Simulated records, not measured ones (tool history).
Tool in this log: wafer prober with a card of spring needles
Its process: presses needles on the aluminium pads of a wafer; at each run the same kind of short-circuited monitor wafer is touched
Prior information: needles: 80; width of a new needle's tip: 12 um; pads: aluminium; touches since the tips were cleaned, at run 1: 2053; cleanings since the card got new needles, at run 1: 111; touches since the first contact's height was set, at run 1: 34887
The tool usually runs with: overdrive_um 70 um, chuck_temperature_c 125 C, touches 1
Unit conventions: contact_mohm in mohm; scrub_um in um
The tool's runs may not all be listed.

run   hour  overdrive_um  chuck_temperature_c  touches  touches since the tips were cleaned  cleanings since the card got new needles  touches since the first contact's height was set  contact_mohm  scrub_um
  1    0.0            70                  125        1                                 2053                                       111                                             34887           249     11.07
       1.0  -- tips cleaned on abrasive film
       5.5  -- tips cleaned on abrasive film
      10.3  -- tips cleaned on abrasive film
  2   10.8            70                  125        1                                  290                                       114                                             40538           236     10.94
      14.8  -- tips cleaned on abrasive film
      19.5  -- tips cleaned on abrasive film
  3   21.9            70                  110        1                                 1295                                       116                                             46434           240     11.13
      23.9  -- tips cleaned on abrasive film
      28.8  -- tips cleaned on abrasive film
      33.7  -- tips cleaned on abrasive film
  4   35.5            70                  110        1                                  981                                       119                                             53585           239     11.05
      38.4  -- tips cleaned on abrasive film
      43.3  -- tips cleaned on abrasive film
  5   43.3            53                  125        1                                    0                                       121                                             57681           241      8.16
      48.5  -- tips cleaned on abrasive film
      53.6  -- tips cleaned on abrasive film
  6   56.4            53                  125        1                                 1516                                       123                                             64629           259      8.16
      58.4  -- tips cleaned on abrasive film
      63.4  -- tips cleaned on abrasive film
      68.1  -- tips cleaned on abrasive film
  7   69.7            59                  125        1                                  863                                       126                                             71624           247      9.28
      72.6  -- tips cleaned on abrasive film
      77.3  -- tips cleaned on abrasive film
      82.0  -- tips cleaned on abrasive film
  8   82.0            59                  125        1                                    0                                       129                                             78080           237      9.01
      87.2  -- tips cleaned on abrasive film
      92.2  -- tips cleaned on abrasive film
      97.0  -- tips cleaned on abrasive film
  9   97.0            59                  125        1                                    0                                       132                                             85998           234      9.27
     101.9  -- tips cleaned on abrasive film
     106.4  -- tips cleaned on abrasive film
 10  109.8            70                   87        1                                 1855                                       134                                             92769           241     10.98
     110.6  -- tips cleaned on abrasive film
     115.1  -- tips cleaned on abrasive film
     120.3  -- tips cleaned on abrasive film
 11  122.2            70                  125        1                                 1056                                       137                                             99305           241     10.71
     124.8  -- tips cleaned on abrasive film
     129.2  -- tips cleaned on abrasive film
 12  133.1            70                  125        1                                 2104                                       139                                            105025           256     10.90
     133.8  -- tips cleaned on abrasive film
     138.2  -- tips cleaned on abrasive film
     143.2  -- tips cleaned on abrasive film
     147.7  -- tips cleaned on abrasive film
 13  147.8            70                  125        1                                   14                                       143                                            112727           236     10.72
     149.1  -- height of the first contact set anew
     153.1  -- tips cleaned on abrasive film
     157.9  -- tips cleaned on abrasive film
 14  160.2            70                  125        1                                 1231                                       145                                              5879           249     10.30
     162.3  -- tips cleaned on abrasive film
     167.3  -- tips cleaned on abrasive film
     172.0  -- tips cleaned on abrasive film
 15  175.8            70                  125        1                                 2049                                       148                                             14104           254     10.39
     176.8  -- tips cleaned on abrasive film
     181.5  -- tips cleaned on abrasive film
 16  183.9            70                  125        1                                 1292                                       150                                             18384           242     10.47
     186.1  -- tips cleaned on abrasive film
     190.6  -- tips cleaned on abrasive film
 17  191.3            89                  115        1                                  336                                       152                                             22224           233     13.28
     195.9  -- tips cleaned on abrasive film
     201.0  -- tips cleaned on abrasive film
 18  202.6            54                   68        1                                  846                                       154                                             28204           245      7.73
     206.1  -- tips cleaned on abrasive film
 19  210.1            70                   30        1                                 2183                                       155                                             32219           239     10.27
     211.3  -- tips cleaned on abrasive film
     216.3  -- tips cleaned on abrasive film
     221.2  -- tips cleaned on abrasive film
 20  221.2            84                   84        1                                    0                                       158                                             37992           223     12.01
     225.9  -- tips cleaned on abrasive film
     230.3  -- tips cleaned on abrasive film
 21  231.4            55                  125        1                                  624                                       160                                             43427           248      7.66
     235.2  -- tips cleaned on abrasive film
     240.2  -- tips cleaned on abrasive film
 22  242.2            55                  125        1                                 1074                                       162                                             49123           262      7.60
     245.4  -- tips cleaned on abrasive film
     246.7  -- height of the first contact set anew, once more
     250.4  -- tips cleaned on abrasive film
     254.8  -- tips cleaned on abrasive film
 23  256.8            55                  125        1                                 1102                                       165                                              5321           256      8.93
     260.0  -- tips cleaned on abrasive film
     264.9  -- tips cleaned on abrasive film
 24  268.4            55                   65        1                                 1907                                       167                                             11461           250      8.88
     269.5  -- tips cleaned on abrasive film
     274.5  -- tips cleaned on abrasive film
     279.4  -- tips cleaned on abrasive film
 25  279.5            55                   65        1                                   54                                       170                                             17252           224      8.74
     283.7  -- tips cleaned on abrasive film
 26  287.4            68                   45        2                                 1976                                       171                                             21455           231     10.88
     288.4  -- tips cleaned on abrasive film
     293.4  -- tips cleaned on abrasive film
     298.1  -- tips cleaned on abrasive film
     302.9  -- tips cleaned on abrasive film
 27  303.6            68                   45        2                                  370                                       175                                             29952           220     10.93
     307.5  -- tips cleaned on abrasive film
     312.3  -- tips cleaned on abrasive film
 28  315.5            85                  100        1                                 1699                                       177                                             36273           237     13.42
     316.6  -- tips cleaned on abrasive film
     321.4  -- tips cleaned on abrasive film
     326.2  -- tips cleaned on abrasive film
 29  327.4            58                   63        2                                  630                                       180                                             42511           224      9.34

Alternative continuations, all from the tool just after run 29; predict every row:
     331.0  -- tips cleaned on abrasive film
     335.6  -- tips cleaned on abrasive film
  A  336.7            70                  125        3                                  594                                       182                                             47445             ?         ?
     331.0  -- tips cleaned on abrasive film
     335.6  -- tips cleaned on abrasive film
  B  336.7            64                   63        2                                  594                                       182                                             47445             ?         ?
     331.0  -- tips cleaned on abrasive film
     335.6  -- tips cleaned on abrasive film
  C  336.7            58                   53        1                                  594                                       182                                             47445             ?         ?
     331.0  -- tips cleaned on abrasive film
     335.6  -- tips cleaned on abrasive film
  D  336.7            70                  125        2                                  594                                       182                                             47445             ?         ?

run  contact_mohm  scrub_um
  A           236     11.14
  B           226     10.03
  C           231      9.49
  D           239     10.93
Take away the tool's hidden state, keep each run's random variation, and the runs would have read:
run  contact_mohm  scrub_um
  A           231     11.40
  B           216     10.29
  C           213      9.76
  D           232     11.19
